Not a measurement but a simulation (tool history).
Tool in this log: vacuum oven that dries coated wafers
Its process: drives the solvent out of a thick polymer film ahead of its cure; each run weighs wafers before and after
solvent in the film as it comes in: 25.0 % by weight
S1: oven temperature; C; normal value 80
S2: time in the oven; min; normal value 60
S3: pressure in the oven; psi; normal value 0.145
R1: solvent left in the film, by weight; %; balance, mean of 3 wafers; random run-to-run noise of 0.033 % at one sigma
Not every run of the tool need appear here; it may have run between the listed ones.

{"run": 1, "hour": 0.0, "S1": 80, "S2": 60, "S3": 0.145, "R1": 2.09}
{"run": 2, "hour": 7.9, "S1": 93, "S2": 60, "S3": 0.145, "R1": 0.48}
{"run": 3, "hour": 19.1, "S1": 93, "S2": 60, "S3": 0.325, "R1": 0.98}
{"run": 4, "hour": 26.8, "S1": 93, "S2": 60, "S3": 0.325, "R1": 0.96}
{"run": 5, "hour": 33.7, "S1": 93, "S2": 60, "S3": 0.325, "R1": 0.94}
{"run": 6, "hour": 46.9, "S1": 80, "S2": 60, "S3": 0.145, "R1": 2.14}
{"hour": 50.2, "done": "oven's thermocouples calibrated"}
{"run": 7, "hour": 60.8, "S1": 80, "S2": 60, "S3": 0.145, "R1": 2.71}
{"run": 8, "hour": 69.3, "S1": 80, "S2": 60, "S3": 0.406, "R1": 3.92}
{"run": 9, "hour": 80.5, "S1": 80, "S2": 60, "S3": 0.406, "R1": 3.9}
{"run": 10, "hour": 91.6, "S1": 72, "S2": 60, "S3": 0.173, "R1": 5.89}
{"run": 11, "hour": 102.1, "S1": 80, "S2": 68, "S3": 0.139, "R1": 2.23}
{"run": 12, "hour": 114.0, "S1": 80, "S2": 68, "S3": 0.139, "R1": 2.22}
{"run": 13, "hour": 127.5, "S1": 80, "S2": 42, "S3": 0.139, "R1": 4.69}
{"run": 14, "hour": 134.6, "S1": 80, "S2": 42, "S3": 0.139, "R1": 4.69}
{"run": 15, "hour": 143.3, "S1": 80, "S2": 46, "S3": 0.145, "R1": 4.2}
{"run": 16, "hour": 150.9, "S1": 80, "S2": 46, "S3": 0.145, "R1": 4.14}
{"run": 17, "hour": 164.6, "S1": 80, "S2": 46, "S3": 0.145, "R1": 4.15}

4 options for the next run, each taken on its own from the tool as it stands now. Forecast them:
{"run": "A", "hour": 175.0, "S1": 82, "S2": 60, "S3": 0.426, "R1": "?"}
{"run": "B", "hour": 175.0, "S1": 74, "S2": 88, "S3": 0.145, "R1": "?"}
{"run": "C", "hour": 175.0, "S1": 75, "S2": 32, "S3": 0.352, "R1": "?"}
{"run": "D", "hour": 175.0, "S1": 66, "S2": 94, "S3": 0.41, "R1": "?"}

run=A R1=3.32
run=B R1=2.78
run=C R1=9.62
run=D R1=7.36
Without the tool's hidden state the same runs would have given:
run=A R1=3.32
run=B R1=2.77
run=C R1=9.65
run=D R1=7.37

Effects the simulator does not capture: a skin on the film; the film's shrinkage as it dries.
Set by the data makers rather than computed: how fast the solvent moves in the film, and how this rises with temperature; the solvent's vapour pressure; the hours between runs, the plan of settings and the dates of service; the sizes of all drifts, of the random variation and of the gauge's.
